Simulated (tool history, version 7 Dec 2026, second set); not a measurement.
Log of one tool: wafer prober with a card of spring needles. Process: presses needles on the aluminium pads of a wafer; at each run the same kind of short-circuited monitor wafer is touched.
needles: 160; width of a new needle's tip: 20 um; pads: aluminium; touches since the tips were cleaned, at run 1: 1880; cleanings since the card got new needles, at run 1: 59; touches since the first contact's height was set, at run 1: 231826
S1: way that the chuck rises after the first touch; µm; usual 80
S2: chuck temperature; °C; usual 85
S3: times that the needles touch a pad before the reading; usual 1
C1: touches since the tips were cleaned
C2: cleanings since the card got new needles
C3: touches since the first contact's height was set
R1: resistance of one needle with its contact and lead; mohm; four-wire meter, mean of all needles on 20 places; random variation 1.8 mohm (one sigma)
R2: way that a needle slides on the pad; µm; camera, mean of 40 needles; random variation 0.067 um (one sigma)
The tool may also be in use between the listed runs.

{"run": 1, "hour": 0.0, "S1": 80, "S2": 85, "S3": 1, "C1": 1880, "C2": 59, "C3": 231826, "R1": 183, "R2": 16.61}
{"hour": 4.3, "done": "tips cleaned on abrasive film"}
{"run": 2, "hour": 12.0, "S1": 80, "S2": 111, "S3": 1, "C1": 3074, "C2": 60, "C3": 236573, "R1": 188, "R2": 16.63}
{"hour": 13.5, "done": "tips cleaned on abrasive film"}
{"hour": 22.2, "done": "tips cleaned on abrasive film"}
{"run": 3, "hour": 25.2, "S1": 62, "S2": 85, "S3": 1, "C1": 1193, "C2": 62, "C3": 241776, "R1": 189, "R2": 12.94}
{"hour": 31.1, "done": "tips cleaned on abrasive film"}
{"hour": 37.5, "done": "height of the first contact set anew"}
{"run": 4, "hour": 38.7, "S1": 62, "S2": 85, "S3": 1, "C1": 2899, "C2": 63, "C3": 481, "R1": 186, "R2": 12.94}
{"hour": 40.5, "done": "tips cleaned on abrasive film"}
{"hour": 49.6, "done": "tips cleaned on abrasive film"}
{"run": 5, "hour": 50.1, "S1": 80, "S2": 85, "S3": 1, "C1": 205, "C2": 65, "C3": 4987, "R1": 182, "R2": 16.7}
{"hour": 58.4, "done": "tips cleaned on abrasive film"}
{"run": 6, "hour": 65.2, "S1": 80, "S2": 85, "S3": 1, "C1": 2730, "C2": 66, "C3": 10964, "R1": 182, "R2": 16.72}
{"hour": 67.3, "done": "tips cleaned on abrasive film"}
{"hour": 76.3, "done": "tips cleaned on abrasive film"}
{"run": 7, "hour": 79.1, "S1": 80, "S2": 26, "S3": 1, "C1": 1129, "C2": 68, "C3": 16443, "R1": 169, "R2": 16.76}
{"hour": 84.8, "done": "tips cleaned on abrasive film"}
{"run": 8, "hour": 91.7, "S1": 80, "S2": 85, "S3": 2, "C1": 2759, "C2": 69, "C3": 21468, "R1": 181, "R2": 16.71}
{"hour": 93.3, "done": "tips cleaned on abrasive film"}
{"hour": 102.1, "done": "tips cleaned on abrasive film"}
{"run": 9, "hour": 103.8, "S1": 73, "S2": 85, "S3": 2, "C1": 681, "C2": 71, "C3": 26206, "R1": 182, "R2": 15.32}
{"hour": 110.7, "done": "tips cleaned on abrasive film"}
{"run": 10, "hour": 113.8, "S1": 77, "S2": 85, "S3": 1, "C1": 1224, "C2": 72, "C3": 30175, "R1": 178, "R2": 16.09}
{"hour": 119.6, "done": "tips cleaned on abrasive film"}
{"run": 11, "hour": 124.5, "S1": 77, "S2": 85, "S3": 1, "C1": 1967, "C2": 73, "C3": 34435, "R1": 183, "R2": 16.25}
{"hour": 128.8, "done": "tips cleaned on abrasive film"}
{"hour": 138.0, "done": "tips cleaned on abrasive film"}
{"run": 12, "hour": 138.9, "S1": 61, "S2": 85, "S3": 2, "C1": 345, "C2": 75, "C3": 40100, "R1": 186, "R2": 12.74}
{"hour": 147.3, "done": "tips cleaned on abrasive film"}
{"run": 13, "hour": 151.3, "S1": 70, "S2": 113, "S3": 2, "C1": 1589, "C2": 76, "C3": 45015, "R1": 191, "R2": 14.76}
{"hour": 157.1, "done": "tips cleaned on abrasive film"}
{"run": 14, "hour": 158.9, "S1": 86, "S2": 39, "S3": 2, "C1": 721, "C2": 77, "C3": 48002, "R1": 169, "R2": 18.1}
{"hour": 165.8, "done": "tips cleaned on abrasive film"}
{"run": 15, "hour": 166.5, "S1": 80, "S2": 109, "S3": 1, "C1": 267, "C2": 78, "C3": 51019, "R1": 182, "R2": 16.9}
{"hour": 174.2, "done": "tips cleaned on abrasive film"}
{"hour": 183.4, "done": "tips cleaned on abrasive film"}
{"run": 16, "hour": 183.4, "S1": 80, "S2": 121, "S3": 2, "C1": 0, "C2": 80, "C3": 57689, "R1": 186, "R2": 16.86}
{"hour": 192.5, "done": "tips cleaned on abrasive film"}
{"run": 17, "hour": 200.2, "S1": 77, "S2": 85, "S3": 2, "C1": 3104, "C2": 81, "C3": 64396, "R1": 185, "R2": 16.16}
{"hour": 201.2, "done": "tips cleaned on abrasive film"}
{"hour": 210.4, "done": "tips cleaned on abrasive film"}
{"run": 18, "hour": 214.5, "S1": 77, "S2": 85, "S3": 2, "C1": 1610, "C2": 83, "C3": 70008, "R1": 184, "R2": 16.27}
{"hour": 219.1, "done": "tips cleaned on abrasive film"}
{"run": 19, "hour": 226.9, "S1": 77, "S2": 85, "S3": 2, "C1": 3135, "C2": 84, "C3": 74958, "R1": 182, "R2": 16.22}
{"hour": 227.9, "done": "tips cleaned on abrasive film"}
{"run": 20, "hour": 234.5, "S1": 65, "S2": 85, "S3": 1, "C1": 2635, "C2": 85, "C3": 77940, "R1": 184, "R2": 13.51}
{"hour": 236.6, "done": "tips cleaned on abrasive film"}
{"hour": 245.2, "done": "tips cleaned on abrasive film"}
{"run": 21, "hour": 247.2, "S1": 95, "S2": 85, "S3": 2, "C1": 786, "C2": 87, "C3": 82946, "R1": 177, "R2": 20.12}

Hidden state or all else? Some run-to-run changes of R2, split into what the settings, what came in and random variation would give without the hidden state, and what is left for the hidden state (with any gauge scatter that isn't in both results):
The hidden state here: debris on the tips, nm; way that the needles fall short of the set height, um; tips' diameter, um; drift of the gauge itself on contact_mohm, %; drift of the gauge itself on scrub_um, %.
Run 4 -> 5: S1 62 -> 80, tips cleaned on abrasive film, tips cleaned on abrasive film. R2 +3.76 µm: hidden state +0.02, all else +3.74.
Run 12 -> 13: S1 61 -> 70, S2 85 -> 113, tips cleaned on abrasive film. R2 +2.02 µm: hidden state +0.03, all else +1.99.
Run 20 -> 21: S1 65 -> 95, S3 1 -> 2, tips cleaned on abrasive film, tips cleaned on abrasive film. R2 +6.61 µm: hidden state +0.10, all else +6.51.

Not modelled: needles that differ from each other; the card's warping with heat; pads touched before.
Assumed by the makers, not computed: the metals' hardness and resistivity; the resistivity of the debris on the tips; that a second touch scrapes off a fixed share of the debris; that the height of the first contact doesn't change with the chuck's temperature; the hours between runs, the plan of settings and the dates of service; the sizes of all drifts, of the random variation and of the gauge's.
